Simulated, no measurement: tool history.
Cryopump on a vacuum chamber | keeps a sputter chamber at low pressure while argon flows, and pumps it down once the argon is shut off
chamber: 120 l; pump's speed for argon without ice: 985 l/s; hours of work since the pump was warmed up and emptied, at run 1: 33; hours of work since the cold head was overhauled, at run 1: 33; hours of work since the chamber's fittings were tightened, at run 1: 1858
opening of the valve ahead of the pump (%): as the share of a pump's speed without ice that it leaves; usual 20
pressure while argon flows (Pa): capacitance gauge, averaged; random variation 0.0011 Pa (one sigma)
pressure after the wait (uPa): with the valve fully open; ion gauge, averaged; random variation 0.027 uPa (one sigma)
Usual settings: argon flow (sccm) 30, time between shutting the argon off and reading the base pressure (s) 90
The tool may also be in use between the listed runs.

| run | day | argon flow (sccm) | time between shutting the argon off and reading the base pressure (s) | opening of the valve ahead of the pump (%) | hours of work since the pump was warmed up and emptied | hours of work since the cold head was overhauled | hours of work since the chamber's fittings were tightened | pressure while argon flows (Pa) | pressure after the wait (uPa) |
|---|---|---|---|---|---|---|---|---|---|
| 1 | 0.000 | 30 | 90 | 20 | 33 | 33 | 1858 | 0.2584 | 3.18 |
| 2 | 1.571 | 30 | 90 | 20 | 60 | 60 | 1886 | 0.2589 | 3.17 |
| 3 | 4.483 | 30 | 90 | 20 | 111 | 111 | 1937 | 0.2616 | 3.32 |
| 4 | 6.900 | 30 | 90 | 20 | 153 | 153 | 1979 | 0.2593 | 3.53 |
| 5 | 9.733 | 30 | 90 | 20 | 203 | 203 | 2029 | 0.2602 | 3.43 |
| 6 | 12.346 | 30 | 90 | 20 | 248 | 248 | 2074 | 0.2610 | 3.56 |
|  | 12.671 | leaking fittings of the chamber tightened, without venting |
| 7 | 14.958 | 30 | 90 | 20 | 293 | 293 | 40 | 0.2632 | 1.30 |
| 8 | 17.071 | 30 | 90 | 20 | 329 | 329 | 77 | 0.2629 | 1.35 |
| 9 | 19.338 | 30 | 90 | 20 | 369 | 369 | 117 | 0.2639 | 1.36 |
| 10 | 22.267 | 30 | 90 | 20 | 420 | 420 | 168 | 0.2633 | 1.42 |
| 11 | 24.950 | 30 | 90 | 20 | 467 | 467 | 215 | 0.2646 | 1.49 |
| 12 | 27.588 | 30 | 90 | 20 | 513 | 513 | 261 | 0.2666 | 1.59 |
| 13 | 29.208 | 30 | 131 | 20 | 542 | 542 | 289 | 0.2673 | 1.34 |
| 14 | 31.567 | 30 | 90 | 34 | 583 | 583 | 330 | 0.1616 | 1.73 |
| 15 | 34.033 | 30 | 90 | 34 | 626 | 626 | 373 | 0.1624 | 1.78 |

The next listed run, before its measurement:
| 16 | 36.867 | 30 | 90 | 34 | 675 | 675 | 423 | ? | ? |

pressure while argon flows (Pa): 0.1632
pressure after the wait (uPa): 1.86
Without the tool's hidden state the same run would have given pressure while argon flows (Pa) 0.1510, pressure after the wait (uPa) 1.24.
